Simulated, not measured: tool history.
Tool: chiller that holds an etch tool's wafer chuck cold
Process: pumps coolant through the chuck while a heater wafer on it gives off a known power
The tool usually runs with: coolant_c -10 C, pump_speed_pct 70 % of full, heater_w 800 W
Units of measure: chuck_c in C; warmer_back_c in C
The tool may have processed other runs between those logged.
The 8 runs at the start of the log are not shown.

run,day,coolant_c,pump_speed_pct,heater_w,hours since the coolant was changed and the channels were flushed,hours since the pump was overhauled,hours since the chiller's thermometer was calibrated,chuck_c,warmer_back_c
9,51.292,-10,70,800,539,7337,1101,-0.7,2.88
10,57.012,-10,70,800,676,7474,1238,-0.71,2.89
11,61.162,-10,70,800,776,7573,1338,-0.55,2.92
12,66.938,-10,70,800,914,7712,1476,-0.42,2.89
13,74.2,-10,67,800,1089,7886,1651,-0.14,3.04
14,78.867,-10,70,800,1201,7998,1763,-0.54,2.89
15,82.962,-10,70,800,1299,8097,1861,-0.49,2.89
16,88.975,-10,73,800,1443,8241,2005,-0.82,2.79
17,93.112,-10,72,675,1543,8340,2105,-2.27,2.38
18,100.604,-10,70,758,1722,8520,2285,-1.11,2.75
19,108.346,-10,70,758,1908,8706,2470,-0.94,2.76
20,116.233,-16,68,512,2098,8895,2660,-10,1.92
21,120.346,-4,75,486,2196,8994,2758,1.25,1.66
22,125.079,-3,70,623,2310,9107,2872,4.34,2.26
23,129.662,-7,70,732,2420,9217,2982,1.88,2.68
24,133.904,-5,65,1189,2522,9319,3084,10.23,4.71
25,138.683,-3,84,839,2636,9434,3198,5.92,2.58

The next listed run, before its measurement:
26,142.154,-2,69,700,2720,9517,3282,?,?

Run 26 measured chuck_c 6.32 C, warmer_back_c 2.59 C.
Minus the tool's unlogged condition, the same run would have read chuck_c 5.92 C, warmer_back_c 2.43 C.
